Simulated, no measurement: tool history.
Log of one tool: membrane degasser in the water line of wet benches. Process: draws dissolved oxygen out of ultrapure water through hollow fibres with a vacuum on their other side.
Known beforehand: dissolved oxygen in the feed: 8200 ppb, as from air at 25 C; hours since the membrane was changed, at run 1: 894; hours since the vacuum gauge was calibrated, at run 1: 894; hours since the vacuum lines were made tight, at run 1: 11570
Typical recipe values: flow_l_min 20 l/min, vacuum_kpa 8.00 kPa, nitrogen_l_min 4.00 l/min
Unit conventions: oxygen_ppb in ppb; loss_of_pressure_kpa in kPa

| run | hour | flow_l_min | vacuum_kpa | nitrogen_l_min | hours since the membrane was changed | hours since the vacuum gauge was calibrated | hours since the vacuum lines were made tight | oxygen_ppb | loss_of_pressure_kpa |
|---|---|---|---|---|---|---|---|---|---|
| 1 | 0.0 | 20 | 8.00 | 4.00 | 894 | 894 | 11570 | 61.3 | 30.43 |
| 2 | 77.5 | 20 | 8.00 | 4.00 | 972 | 972 | 11648 | 61.1 | 30.75 |
| 3 | 175.7 | 20 | 8.00 | 4.00 | 1070 | 1070 | 11746 | 60.9 | 30.58 |
|  | 210.5 | seals of the vacuum lines changed |
| 4 | 324.0 | 20 | 8.00 | 4.00 | 1216 | 1216 | 114 | 61.6 | 30.46 |
| 5 | 495.0 | 20 | 8.00 | 4.00 | 1387 | 1387 | 284 | 61.0 | 30.39 |
| 6 | 668.7 | 20 | 8.00 | 4.00 | 1561 | 1561 | 458 | 62.4 | 30.34 |
| 7 | 756.8 | 20 | 8.00 | 4.00 | 1649 | 1649 | 546 | 61.2 | 30.58 |
| 8 | 886.8 | 20 | 11.37 | 4.00 | 1779 | 1779 | 676 | 102.2 | 30.43 |
| 9 | 1064.0 | 20 | 11.37 | 4.00 | 1956 | 1956 | 853 | 99.5 | 30.23 |
| 10 | 1160.4 | 20 | 11.37 | 4.00 | 2053 | 2053 | 950 | 101.8 | 30.20 |
| 11 | 1261.4 | 20 | 11.37 | 1.62 | 2154 | 2154 | 1051 | 234.7 | 30.21 |
| 12 | 1429.3 | 20 | 11.37 | 1.62 | 2322 | 2322 | 1219 | 228.9 | 30.20 |
| 13 | 1540.7 | 20 | 10.78 | 1.62 | 2433 | 2433 | 1330 | 216.6 | 30.07 |
| 14 | 1708.9 | 20 | 5.91 | 4.00 | 2601 | 2601 | 1498 | 35.7 | 30.28 |
| 15 | 1838.1 | 20 | 8.00 | 4.00 | 2730 | 2730 | 1628 | 61.9 | 30.20 |
| 16 | 1928.8 | 20 | 8.00 | 4.00 | 2821 | 2821 | 1718 | 61.4 | 29.85 |
| 17 | 2075.1 | 20 | 8.00 | 4.00 | 2968 | 2968 | 1865 | 60.8 | 30.24 |
| 18 | 2177.0 | 20 | 14.28 | 4.00 | 3069 | 3069 | 1967 | 133.3 | 30.07 |
| 19 | 2288.3 | 20 | 14.28 | 4.00 | 3181 | 3181 | 2078 | 133.9 | 30.01 |
|  | 2326.0 | vacuum gauge calibrated |
| 20 | 2428.8 | 20 | 8.00 | 2.02 | 3321 | 103 | 2218 | 113.8 | 29.86 |
| 21 | 2569.2 | 20 | 5.51 | 4.55 | 3461 | 243 | 2358 | 28.1 | 29.85 |
| 22 | 2731.4 | 20 | 4.92 | 2.67 | 3623 | 405 | 2520 | 33.8 | 30.17 |
| 23 | 2869.6 | 20 | 4.92 | 2.67 | 3761 | 544 | 2659 | 34.0 | 29.72 |
| 24 | 2989.9 | 20 | 7.35 | 4.00 | 3882 | 664 | 2779 | 53.3 | 29.51 |
| 25 | 3090.7 | 20 | 11.31 | 2.30 | 3983 | 765 | 2880 | 167.2 | 29.75 |
| 26 | 3203.8 | 20 | 5.54 | 3.01 | 4096 | 878 | 2993 | 40.8 | 29.62 |
| 27 | 3283.1 | 19 | 6.51 | 3.51 | 4175 | 957 | 3072 | 46.0 | 28.45 |
| 28 | 3410.6 | 19 | 6.51 | 3.51 | 4302 | 1085 | 3200 | 45.5 | 28.12 |
|  | 3452.1 | gauge calibrated |
| 29 | 3507.9 | 30 | 12.28 | 2.65 | 4400 | 1182 | 3297 | 258.6 | 45.67 |
| 30 | 3689.7 | 20 | 18.52 | 5.93 | 4582 | 1364 | 3479 | 127.6 | 30.49 |
| 31 | 3807.9 | 31 | 6.63 | 4.00 | 4700 | 1482 | 3597 | 93.3 | 47.07 |
| 32 | 3939.7 | 12 | 11.37 | 1.87 | 4832 | 1614 | 3729 | 126.4 | 18.52 |

Branching from run 32: 4 alternative next runs. What would each branch give?
| A | 4102.4 | 20 | 8.00 | 8.28 | 4994 | 1776 | 3891 | ? | ? |
| B | 4102.4 | 24 | 19.45 | 7.54 | 4994 | 1776 | 3891 | ? | ? |
| C | 4102.4 | 17 | 14.14 | 7.22 | 4994 | 1776 | 3891 | ? | ? |
| D | 4102.4 | 25 | 10.50 | 2.11 | 4994 | 1776 | 3891 | ? | ? |

| run | oxygen_ppb | loss_of_pressure_kpa |
|---|---|---|
| A | 32.2 | 30.62 |
| B | 132.2 | 36.98 |
| C | 64.0 | 25.80 |
| D | 209.3 | 37.94 |
Without the tool's hidden state the same runs would have given:
| run | oxygen_ppb | loss_of_pressure_kpa |
|---|---|---|
| A | 32.2 | 30.77 |
| B | 132.1 | 37.17 |
| C | 64.0 | 25.93 |
| D | 209.2 | 38.13 |
